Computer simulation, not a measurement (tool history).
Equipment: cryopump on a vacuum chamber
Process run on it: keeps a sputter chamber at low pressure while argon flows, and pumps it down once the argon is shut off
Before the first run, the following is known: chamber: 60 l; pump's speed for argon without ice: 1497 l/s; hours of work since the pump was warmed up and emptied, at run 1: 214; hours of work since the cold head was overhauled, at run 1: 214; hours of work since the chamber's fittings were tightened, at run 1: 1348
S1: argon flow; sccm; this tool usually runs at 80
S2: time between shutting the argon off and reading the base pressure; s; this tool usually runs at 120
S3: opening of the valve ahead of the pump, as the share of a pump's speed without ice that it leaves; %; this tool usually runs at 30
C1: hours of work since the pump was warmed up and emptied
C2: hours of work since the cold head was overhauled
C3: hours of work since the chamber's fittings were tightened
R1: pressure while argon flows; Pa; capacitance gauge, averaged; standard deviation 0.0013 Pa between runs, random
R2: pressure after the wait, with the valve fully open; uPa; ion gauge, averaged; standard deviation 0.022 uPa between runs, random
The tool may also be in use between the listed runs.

run	day	S1	S2	S3	C1	C2	C3	R1	R2
1	0	80	120	30	214	214	1348	0.3073	1.3
2	0.65	80	120	30	225	225	1360	0.3068	1.28
3	0.983	80	120	30	231	231	1365	0.3046	1.3
4	1.496	80	120	30	240	240	1374	0.3074	1.24
# day 1.808: leaking fittings of the chamber tightened, without venting
5	2.225	80	120	30	251	251	7	0.3086	0.74
6	2.767	80	120	40	260	260	16	0.2312	0.72
7	3.104	80	120	40	266	266	22	0.2335	0.75
8	3.446	80	120	40	272	272	28	0.2337	0.71
9	4.167	80	45	40	284	284	40	0.2307	1.52
10	4.517	80	45	40	290	290	46	0.2316	1.46
11	5.233	80	120	30	302	302	59	0.3087	0.74
12	5.588	80	120	30	308	308	65	0.3083	0.77
13	6.175	80	20	30	318	318	75	0.3112	2.97
14	6.646	80	40	30	327	327	83	0.3105	1.68
15	7.175	107	24	16	336	336	92	0.7721	2.58
16	7.829	42	122	30	347	347	103	0.163	0.78
17	8.575	83	200	38	360	360	116	0.2574	0.63
18	8.942	83	47	25	366	366	122	0.3839	1.49

The next listed run, before its measurement:
19	9.254	83	47	25	371	371	128	?	?

R1: 0.3853 Pa
R2: 1.5 uPa
With the hidden condition absent and the run-to-run variation left alone, this run would have shown R1 0.3751 Pa, R2 1.37 uPa.
